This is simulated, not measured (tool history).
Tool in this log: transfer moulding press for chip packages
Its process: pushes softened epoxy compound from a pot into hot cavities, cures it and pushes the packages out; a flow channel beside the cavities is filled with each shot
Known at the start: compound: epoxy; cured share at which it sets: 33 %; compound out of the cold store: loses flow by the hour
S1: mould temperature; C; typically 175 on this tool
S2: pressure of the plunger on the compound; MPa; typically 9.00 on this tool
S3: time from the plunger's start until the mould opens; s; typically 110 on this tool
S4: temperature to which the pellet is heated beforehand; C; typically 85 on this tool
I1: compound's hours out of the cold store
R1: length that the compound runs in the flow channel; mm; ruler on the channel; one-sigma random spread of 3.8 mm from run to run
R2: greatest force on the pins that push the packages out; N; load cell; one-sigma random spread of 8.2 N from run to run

Run 1, hour 0.0: usual settings; I1 31.9. Result: R1 911 mm, R2 373 N.
Run 2, hour 11.0: usual settings; I1 33.4. Result: R1 904 mm, R2 477 N.
Run 3, hour 19.4: usual settings; I1 22.4. Result: R1 932 mm, R2 529 N.
Run 4, hour 29.1: usual settings; I1 36.0. Result: R1 899 mm, R2 610 N.
Run 5, hour 34.7: usual settings; I1 22.2. Result: R1 933 mm, R2 641 N.
Run 6, hour 43.0: usual settings; I1 22.4. Result: R1 932 mm, R2 666 N.
At hour 53.3: cavities cleaned with cleaning compound and waxed.
Run 7, hour 56.2: usual settings but S2 10.83 MPa; I1 30.7. Result: R1 1003 mm, R2 812 N.
Run 8, hour 68.6: usual settings but S2 9.96 MPa; I1 23.1. Result: R1 979 mm, R2 808 N.
At hour 73.7: cavities cleaned with cleaning compound and waxed, once more.
Run 9, hour 75.5: usual settings but S2 9.96 MPa; I1 34.4. Result: R1 947 mm, R2 374 N.
Run 10, hour 84.7: usual settings but S2 9.96 MPa; I1 37.0. Result: R1 931 mm, R2 450 N.
Run 11, hour 96.1: usual settings but S2 9.96 MPa, S4 79 C; I1 32.3. Result: R1 952 mm, R2 566 N.
Run 12, hour 102.1: usual settings but S2 9.96 MPa, S4 79 C; I1 37.1. Result: R1 935 mm, R2 619 N.
Run 13, hour 110.7: usual settings but S2 10.08 MPa, S4 77 C; I1 30.6. Result: R1 961 mm, R2 637 N.
Run 14, hour 119.5: usual settings but S2 10.08 MPa, S4 77 C; I1 31.3. Result: R1 955 mm, R2 644 N.
At hour 128.8: cavities cleaned with cleaning compound and waxed.
Run 15, hour 130.4: usual settings but S4 83 C; I1 18.4. Result: R1 941 mm, R2 378 N.
Run 16, hour 142.8: usual settings but S2 9.80 MPa, S3 100 s, S4 90 C; I1 16.0. Result: R1 985 mm, R2 578 N.
Run 17, hour 151.7: usual settings but S2 8.09 MPa, S3 100 s, S4 90 C; I1 33.8. Result: R1 851 mm, R2 624 N.
Run 18, hour 162.4: usual settings but S2 10.55 MPa, S3 125 s; I1 15.6. Result: R1 1030 mm, R2 551 N.
Run 19, hour 174.2: usual settings but S1 170 C, S3 109 s, S4 82 C; I1 46.4. Result: R1 881 mm, R2 878 N.
Run 20, hour 181.0: usual settings but S1 182 C, S2 9.96 MPa, S3 139 s, S4 84 C; I1 17.8. Result: R1 963 mm, R2 596 N.
At hour 184.0: cavities cleaned with cleaning compound and waxed.
At hour 189.0: mould's thermocouples calibrated.
Run 21, hour 194.0: usual settings but S2 10.32 MPa, S3 124 s; I1 17.6. Result: R1 1012 mm, R2 400 N.
Run 22, hour 199.9: usual settings but S2 10.32 MPa, S3 124 s; I1 20.8. Result: R1 998 mm, R2 420 N.
Run 23, hour 211.6: usual settings but S1 179 C, S2 10.32 MPa, S3 124 s, S4 79 C; I1 37.5. Result: R1 933 mm, R2 483 N.

The logged runs with the hidden state left out (each run's random variation unchanged):
What the log doesn't record here: true mould temperature over the reading, C; pressure that reaches the compound, % of what is set; grip of the stained cavities, % over clean ones'; drift of the gauge itself on flow_mm, %; drift of the gauge itself on push_out_n, %.
run    R1   R2
  1   914  357
  2   907  363
  3   936  353
  4   904  369
  5   939  372
  6   938  361
  7  1011  373
  8   987  365
  9   955  356
 10   939  347
 11   962  367
 12   945  379
 13   972  362
 14   967  347
 15   953  366
 16   999  436
 17   863  412
 18  1045  322
 19   895  485
 20   979  306
 21  1027  326
 22  1014  306
 23   948  301
